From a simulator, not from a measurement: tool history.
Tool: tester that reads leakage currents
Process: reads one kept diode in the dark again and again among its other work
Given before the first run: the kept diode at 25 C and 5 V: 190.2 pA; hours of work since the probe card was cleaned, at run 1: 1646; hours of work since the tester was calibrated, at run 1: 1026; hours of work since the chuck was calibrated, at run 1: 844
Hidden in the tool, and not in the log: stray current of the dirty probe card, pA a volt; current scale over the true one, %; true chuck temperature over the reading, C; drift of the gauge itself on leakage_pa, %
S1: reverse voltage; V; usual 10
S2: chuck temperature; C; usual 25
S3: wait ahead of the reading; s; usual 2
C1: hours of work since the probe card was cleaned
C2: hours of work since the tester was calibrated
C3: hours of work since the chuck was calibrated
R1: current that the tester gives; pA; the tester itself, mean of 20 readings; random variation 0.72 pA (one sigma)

run     day   S1  S2    S3    C1    C2    C3      R1
  1       0   10  25     2  1646  1026   844  240.07
  2   1.362   10  25     2  1672  1052   870  238.97
  3   2.133   10  25     2  1687  1066   885  238.74
  4   3.246   10  25  0.48  1708  1087   906  239.96
  5       4   10  25     2  1722  1102   920  238.62
  6   5.467   10  25     2  1750  1129   948  240.08
  7   6.408   10  25     2  1767  1147   965  237.31
      6.667  -- probe card cleaned and baked
  8   7.342   10  25  0.49    13  1162   981  256.41
  9   8.646   10  25  0.49    37  1187  1005  256.73
 10     9.8   10  25     2    59  1209  1027  254.29
 11  11.167   10  25     2    85  1234  1053  253.78
 12  12.638  2.6  25     2   113  1262  1081  146.79
 13  13.558  1.6  33     2   130  1280  1098  247.06
     13.812  -- probe card cleaned and baked, once more
 14  14.471  2.1  33     2    12  1294  1113  262.77
 15  15.529  2.3  21     2    32  1315  1133   87.59
 16  16.633   10  25  3.17    53  1335  1154  206.87
 17  17.775    4  27     2    75  1357  1175  185.68
 18  19.325  5.2  26     2   104  1386  1204  183.92
 19  20.846  5.2  26  1.47   133  1415  1233  183.19
 20  22.275  5.2  26  1.47   160  1442  1260  182.61
 21  23.079  7.5  25     2   175  1457  1275   187.9
 22  23.879  6.3  38     2   190  1472  1291  577.15

Predict each of these 4 candidate next runs independently; none follows another, all start after run 22:
     24.525  -- chuck's temperature calibrated
  A  25.25  4.8  38  0.56  214  1496  14   ?
     24.525  -- chuck's temperature calibrated
  B  25.25   10  47  2.33  214  1496  14   ?
     24.525  -- chuck's temperature calibrated
  C  25.25  7.9  51  0.69  214  1496  14   ?
     24.525  -- chuck's temperature calibrated
  D  25.25  1.5  38     2  214  1496  14   ?

run       R1
  A   610.39
  B  1652.62
  C  2115.77
  D   415.58
Had the tool no hidden state, the same runs would have come out as:
run       R1
  A   612.84
  B  1661.17
  C  2128.78
  D   417.79

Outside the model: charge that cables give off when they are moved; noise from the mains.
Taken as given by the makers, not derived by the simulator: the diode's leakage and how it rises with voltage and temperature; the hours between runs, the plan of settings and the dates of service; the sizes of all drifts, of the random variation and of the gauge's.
